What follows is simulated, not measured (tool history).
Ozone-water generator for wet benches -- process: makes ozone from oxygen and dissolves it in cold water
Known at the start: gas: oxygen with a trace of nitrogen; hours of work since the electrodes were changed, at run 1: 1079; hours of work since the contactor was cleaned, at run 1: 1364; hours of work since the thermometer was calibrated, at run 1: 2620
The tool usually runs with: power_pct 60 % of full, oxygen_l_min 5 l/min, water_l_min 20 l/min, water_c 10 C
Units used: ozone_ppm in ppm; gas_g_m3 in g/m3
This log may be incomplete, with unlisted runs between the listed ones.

run	hour	power_pct	oxygen_l_min	water_l_min	water_c	hours of work since the electrodes were changed	hours of work since the contactor was cleaned	hours of work since the thermometer was calibrated	ozone_ppm	gas_g_m3
1	0.0	60	5	20	10	1079	1364	2620	24.8	191.2
2	98.4	60	5	20	10	1145	1430	2686	24.6	192.6
3	211.9	60	5	20	10	1221	1506	2762	24.5	189.9
4	308.5	60	5	24	10	1286	1571	2827	20.6	190.0
5	433.7	60	5	24	10	1370	1655	2911	20.7	191.3
6	547.3	60	5	20	10	1446	1731	2987	24.5	188.3
7	617.9	60	5	20	10	1494	1779	3034	24.2	189.7
8	748.3	60	5	20	10	1581	1866	3122	24.2	189.9
9	848.2	60	5	20	10	1648	1933	3189	24.1	189.0
10	992.7	60	5	20	10	1745	2030	3285	24.1	187.0
11	1059.1	60	5	20	10	1789	2074	3330	24.1	188.2

Run 12 comes next. What will it give?
12	1147.6	60	5	20	10	1849	2134	3389	?	?

ozone_ppm: 24.1 ppm
gas_g_m3: 188.6 g/m3
With no hidden state in the tool, this same run would have given ozone_ppm 26.1 ppm, gas_g_m3 199.0 g/m3.
